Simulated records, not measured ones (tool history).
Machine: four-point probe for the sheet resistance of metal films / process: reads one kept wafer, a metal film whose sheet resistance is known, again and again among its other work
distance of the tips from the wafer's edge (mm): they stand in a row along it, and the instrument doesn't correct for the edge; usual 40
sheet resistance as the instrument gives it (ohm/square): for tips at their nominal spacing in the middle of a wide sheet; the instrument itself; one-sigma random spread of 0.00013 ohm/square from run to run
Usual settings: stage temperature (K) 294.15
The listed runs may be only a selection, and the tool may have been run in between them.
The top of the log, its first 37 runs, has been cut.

run,hour,stage temperature (K),distance of the tips from the wafer's edge (mm),touches since the probe head was changed,hours of work since the stage's thermometer was calibrated,sheet resistance as the instrument gives it (ohm/square)
38,3022.2,294.15,40,43805,1536,0.666806
39,3113.3,294.15,40,45541,1585,0.666436
# hour 3164.9: stage's thermometer calibrated
40,3164.9,294.15,40,46515,0,0.665225
41,3214.9,294.15,8,47467,27,0.667485
42,3278.8,294.15,8,48685,61,0.667167
43,3357.4,296.15,10,50182,103,0.666584
44,3405.5,301.15,3,51099,129,0.680759
45,3483.6,294.15,41,52588,171,0.665287

4 options for the next run, each taken on its own from the tool as it stands now. Forecast them:
A,3596.4,294.15,14,54736,231,?
B,3596.4,297.15,41,54736,231,?
C,3596.4,294.15,4,54736,231,?
D,3596.4,301.15,40,54736,231,?

run,sheet resistance as the instrument gives it (ohm/square)
A,0.665835
B,0.664972
C,0.673806
D,0.665267
Take away the tool's hidden state, keep each run's random variation, and the runs would have read:
run,sheet resistance as the instrument gives it (ohm/square)
A,0.668753
B,0.667889
C,0.676756
D,0.668189
